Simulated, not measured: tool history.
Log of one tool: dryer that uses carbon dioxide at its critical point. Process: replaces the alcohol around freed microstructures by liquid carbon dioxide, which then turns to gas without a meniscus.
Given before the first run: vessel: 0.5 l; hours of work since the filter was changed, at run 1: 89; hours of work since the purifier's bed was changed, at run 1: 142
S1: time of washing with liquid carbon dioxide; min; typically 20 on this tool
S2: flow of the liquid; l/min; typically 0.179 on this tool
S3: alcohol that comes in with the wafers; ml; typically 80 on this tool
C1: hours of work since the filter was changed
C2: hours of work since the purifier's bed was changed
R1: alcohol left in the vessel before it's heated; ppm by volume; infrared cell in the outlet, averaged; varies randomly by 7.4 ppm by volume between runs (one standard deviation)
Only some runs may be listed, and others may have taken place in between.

| run | day | S1 | S2 | S3 | C1 | C2 | R1 |
|---|---|---|---|---|---|---|---|
| 1 | 0 | 20 | 0.179 | 80 | 89 | 142 | 703 |
| 2 | 0.408 | 20 | 0.179 | 88 | 92 | 145 | 788 |
| 3 | 0.829 | 20 | 0.179 | 80 | 96 | 149 | 733 |
| 4 | 1.062 | 20 | 0.179 | 80 | 98 | 151 | 750 |
| 5 | 1.496 | 20 | 0.179 | 80 | 101 | 154 | 761 |
| 6 | 1.892 | 20 | 0.179 | 90 | 105 | 158 | 845 |
| 7 | 2.104 | 20 | 0.179 | 90 | 107 | 159 | 865 |
| 8 | 2.45 | 20 | 0.12 | 90 | 109 | 162 | 4610 |
| 9 | 2.804 | 27 | 0.179 | 80 | 112 | 165 | 202 |
| 10 | 3.275 | 27 | 0.179 | 80 | 116 | 169 | 208 |
| 11 | 3.696 | 18 | 0.179 | 80 | 120 | 173 | 1427 |
| 12 | 3.925 | 20 | 0.225 | 80 | 122 | 175 | 282 |
| 13 | 4.346 | 20 | 0.225 | 80 | 125 | 178 | 305 |
| 14 | 4.638 | 20 | 0.179 | 80 | 128 | 181 | 908 |
| 15 | 4.833 | 20 | 0.179 | 80 | 129 | 182 | 910 |
| 16 | 5.246 | 20 | 0.179 | 80 | 133 | 186 | 914 |
| 17 | 5.562 | 20 | 0.179 | 80 | 136 | 189 | 951 |
| 18 | 6.029 | 20 | 0.179 | 80 | 139 | 192 | 970 |
| 19 | 6.479 | 20 | 0.179 | 80 | 143 | 196 | 978 |
| 20 | 6.725 | 20 | 0.179 | 35 | 145 | 198 | 482 |
| 21 | 7.138 | 20 | 0.113 | 80 | 149 | 202 | 5975 |
| 22 | 7.617 | 20 | 0.113 | 80 | 153 | 206 | 6034 |
| 23 | 8.067 | 20 | 0.113 | 34 | 157 | 210 | 2579 |
| 24 | 8.367 | 19 | 0.187 | 49 | 159 | 212 | 725 |
| 25 | 8.808 | 13 | 0.175 | 36 | 163 | 216 | 2982 |
|  | 9.046 | inlet filter changed |
| 26 | 9.233 | 13 | 0.175 | 36 | 2 | 219 | 1661 |
| 27 | 9.471 | 15 | 0.137 | 34 | 4 | 221 | 2168 |
| 28 | 9.95 | 22 | 0.292 | 59 | 8 | 225 | 115 |
| 29 | 10.35 | 20 | 0.179 | 105 | 11 | 228 | 629 |
| 30 | 10.696 | 20 | 0.179 | 42 | 14 | 231 | 308 |
| 31 | 11.138 | 20 | 0.179 | 73 | 18 | 235 | 480 |
| 32 | 11.533 | 14 | 0.228 | 41 | 21 | 238 | 520 |
| 33 | 11.929 | 20 | 0.179 | 31 | 24 | 242 | 276 |
| 34 | 12.375 | 20 | 0.179 | 31 | 28 | 245 | 285 |
| 35 | 12.775 | 15 | 0.298 | 118 | 31 | 249 | 282 |
| 36 | 13.188 | 19 | 0.298 | 53 | 35 | 252 | 134 |
| 37 | 13.571 | 19 | 0.298 | 53 | 38 | 255 | 136 |
| 38 | 13.971 | 19 | 0.298 | 53 | 41 | 259 | 142 |
| 39 | 14.429 | 19 | 0.231 | 77 | 45 | 263 | 252 |
| 40 | 14.904 | 16 | 0.111 | 66 | 49 | 267 | 7145 |
| 41 | 15.212 | 16 | 0.111 | 66 | 52 | 269 | 7253 |
| 42 | 15.621 | 16 | 0.111 | 66 | 55 | 273 | 7644 |
| 43 | 15.988 | 25 | 0.179 | 23 | 58 | 276 | 173 |
| 44 | 16.367 | 16 | 0.201 | 27 | 61 | 279 | 449 |
| 45 | 16.742 | 21 | 0.118 | 42 | 65 | 282 | 1744 |
| 46 | 17.008 | 21 | 0.118 | 42 | 67 | 284 | 1787 |

Describe how what the log doesn't record of the tool's condition differs between the last listed run preceding each entry between runs and the first listed run following it.
Logged between run 25 and run 26: inlet filter changed (day 9.046)
  flow that reaches the vessel past the clogged filter, %: 83.6 -> 99.5; alcohol in the recycled carbon dioxide, ppm: 105.3 -> 106.8
  measured less the result without the state, R1: +1456 -> +135 ppm by volume
